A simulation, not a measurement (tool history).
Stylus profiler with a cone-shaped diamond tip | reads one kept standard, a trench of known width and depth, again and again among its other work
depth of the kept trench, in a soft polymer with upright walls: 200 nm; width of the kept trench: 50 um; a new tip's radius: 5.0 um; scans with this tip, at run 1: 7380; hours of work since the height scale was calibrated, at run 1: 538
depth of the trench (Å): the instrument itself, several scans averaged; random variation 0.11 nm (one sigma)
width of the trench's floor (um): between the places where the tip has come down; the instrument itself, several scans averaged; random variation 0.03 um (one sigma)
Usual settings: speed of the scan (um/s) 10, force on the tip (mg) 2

run    hour  speed of the scan (um/s)  force on the tip (mg)  scans with this tip  hours of work since the height scale was calibrated  depth of the trench (Å)  width of the trench's floor (um)
  1       0                        10                      2                 7380                                                  538                   2024.9                             46.88
  2    22.2                        10                      2                 7585                                                  553                   2026.7                             46.78
  3    54.9                        10                      2                 7887                                                  575                   2026.1                              46.8
  4    77.4                        10                      2                 8094                                                  590                     2025                              46.8
  5   107.6                        10                      2                 8373                                                  610                   2024.7                             46.78
  6   157.7                        10                      2                 8836                                                  644                   2026.7                             46.79
  7   189.7                        10                      2                 9131                                                  666                   2024.4                             46.72
  8     216                        10                   1.35                 9374                                                  683                   2018.4                              46.7
  9   249.4                        10                   1.35                 9682                                                  706                   2019.1                             46.66
 10   299.7                        10                   1.35                10147                                                  740                   2019.4                             46.68
 11     337                        10                   1.35                10492                                                  765                   2016.4                             46.64
 12   375.9                        34                      2                10851                                                  791                   2024.8                             46.56
 13   410.2                        34                      2                11167                                                  814                   2023.7                             46.54
 14   457.5                         6                      2                11604                                                  846                   2025.3                             46.62
 15   487.5                        10                   4.44                11881                                                  866                   2041.5                              46.6
 16   509.1                         7                      2                12081                                                  881                   2023.5                             46.66
 17     536                         7                      2                12329                                                  899                   2023.2                              46.6
 18   562.5                         7                      2                12573                                                  917                   2023.7                             46.63
 19   599.8                         4                   0.82                12918                                                  942                   2013.1                             46.62
 20   639.7                         4                   3.17                13286                                                  969                     2034                             46.64
 21   681.7                         4                   3.17                13674                                                  997                     2033                             46.58
 22   704.7                        23                    5.4                13887                                                 1012                   2050.1                             46.51
 23   725.5                        23                    5.4                14079                                                 1026                   2048.5                             46.55
 24   748.9                         3                   1.49                14295                                                 1042                   2017.1                             46.56
 25   772.1                         3                   1.49                14509                                                 1058                   2020.1                             46.59
 26   799.1                         3                   1.15                14758                                                 1076                   2015.2                             46.53
 27   827.9                        10                   1.07                15024                                                 1095                   2015.7                              46.5
 28   872.9                         3                   2.36                15440                                                 1126                   2026.8                             46.53
 29   899.7                        32                   5.71                15687                                                 1144                   2050.1                             46.43
 30   940.3                        32                   5.71                16062                                                 1171                   2051.1                             46.46
 31     984                        32                   5.71                16465                                                 1200                   2051.6                             46.41
 32  1027.4                         5                    1.1                16866                                                 1230                   2014.8                             46.43

Some steps in depth of the trench (Å) between neighbouring runs. How much of each would the tool show without its hidden state too (settings, what came in, random variation), and how much is left for the hidden state, with any gauge scatter that isn't in both results?
The hidden state here: radius of the tip, um; height scale over the true one, %; drift of the gauge itself on depth_nm, %; drift of the gauge itself on floor_um, %.
Run 9 -> 10: no setting changed, nothing entered. depth of the trench (Å) +0.3: hidden state -0.2, all else +0.5.
Run 19 -> 20: force on the tip (mg) 0.82 -> 3.17. depth of the trench (Å) +20.9: hidden state -0.2, all else +21.1.
Run 20 -> 21: no setting changed, nothing entered. depth of the trench (Å) -1: hidden state -0.2, all else -0.8.
Run 23 -> 24: speed of the scan (um/s) 23 -> 3, force on the tip (mg) 5.4 -> 1.49. depth of the trench (Å) -31.4: hidden state +0, all else -31.4.
Run 28 -> 29: speed of the scan (um/s) 3 -> 32, force on the tip (mg) 2.36 -> 5.71. depth of the trench (Å) +23.3: hidden state -0.1, all else +23.4.
Run 31 -> 32: speed of the scan (um/s) 32 -> 5, force on the tip (mg) 5.71 -> 1.1. depth of the trench (Å) -36.8: hidden state -0.1, all else -36.7.
